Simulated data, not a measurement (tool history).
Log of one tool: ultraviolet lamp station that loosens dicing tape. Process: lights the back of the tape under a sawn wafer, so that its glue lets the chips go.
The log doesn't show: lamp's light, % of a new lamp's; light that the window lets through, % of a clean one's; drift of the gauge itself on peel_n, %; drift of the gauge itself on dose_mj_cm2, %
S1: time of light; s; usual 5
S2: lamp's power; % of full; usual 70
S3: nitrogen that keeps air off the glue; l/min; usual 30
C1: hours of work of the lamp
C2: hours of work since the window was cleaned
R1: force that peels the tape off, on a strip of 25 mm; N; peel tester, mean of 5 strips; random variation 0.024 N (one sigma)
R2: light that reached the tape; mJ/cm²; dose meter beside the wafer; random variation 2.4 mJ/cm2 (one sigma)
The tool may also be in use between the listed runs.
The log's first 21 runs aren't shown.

| run | day | S1 | S2 | S3 | C1 | C2 | R1 | R2 |
|---|---|---|---|---|---|---|---|---|
| 22 | 15.675 | 5 | 74 | 43 | 552 | 72 | 1.159 | 230 |
| 23 | 16.462 | 5 | 74 | 43 | 561 | 81 | 1.18 | 223 |
| 24 | 17.129 | 6 | 98 | 9 | 569 | 89 | 1.282 | 355 |
| 25 | 17.612 | 6 | 98 | 9 | 575 | 95 | 1.299 | 351 |
| 26 | 18.375 | 5 | 91 | 19 | 584 | 104 | 1.285 | 272 |
| 27 | 18.888 | 5 | 91 | 19 | 590 | 110 | 1.31 | 269 |
| 28 | 19.804 | 5 | 91 | 19 | 601 | 121 | 1.359 | 264 |
| 29 | 20.442 | 2 | 84 | 30 | 609 | 129 | 4.19 | 102 |
| 30 | 21.062 | 2 | 71 | 11 | 616 | 137 | 5.943 | 80 |
| 31 | 22.088 | 7 | 70 | 15 | 629 | 149 | 1.435 | 282 |
| 32 | 22.917 | 6 | 86 | 30 | 639 | 159 | 0.811 | 297 |
| 33 | 23.571 | 6 | 86 | 30 | 647 | 167 | 0.776 | 288 |
| 34 | 24.208 | 6 | 86 | 30 | 654 | 174 | 0.812 | 292 |
| 35 | 24.696 | 5 | 70 | 10 | 660 | 180 | 3.024 | 198 |
| 36 | 25.625 | 5 | 70 | 10 | 671 | 191 | 2.928 | 195 |
| 37 | 26.738 | 5 | 70 | 10 | 685 | 205 | 3.094 | 195 |
| 38 | 27.579 | 9 | 65 | 37 | 695 | 215 | 0.559 | 318 |
| 39 | 28.192 | 9 | 90 | 37 | 702 | 222 | 0.231 | 442 |
| 40 | 29.133 | 9 | 76 | 12 | 714 | 234 | 0.935 | 365 |
| 41 | 29.662 | 6 | 76 | 12 | 720 | 240 | 2.013 | 241 |
| 42 | 30.258 | 2 | 62 | 41 | 727 | 247 | 5.124 | 64 |
| 43 | 31.179 | 2 | 67 | 41 | 738 | 258 | 4.872 | 73 |
| 44 | 32.004 | 2 | 67 | 41 | 748 | 268 | 5.279 | 68 |

3 ways to go on from here, each from the tool as it stands after run 44. What would each give?
| A | 32.512 | 5 | 88 | 50 | 754 | 274 | ? | ? |
| B | 32.512 | 2 | 70 | 36 | 754 | 274 | ? | ? |
| C | 32.512 | 6 | 70 | 30 | 754 | 274 | ? | ? |

| run | R1 | R2 |
|---|---|---|
| A | 1.037 | 232 |
| B | 4.952 | 73 |
| C | 1.461 | 220 |
Without the tool's hidden state the same runs would have given:
| run | R1 | R2 |
|---|---|---|
| A | 0.503 | 313 |
| B | 3.901 | 99 |
| C | 0.775 | 297 |
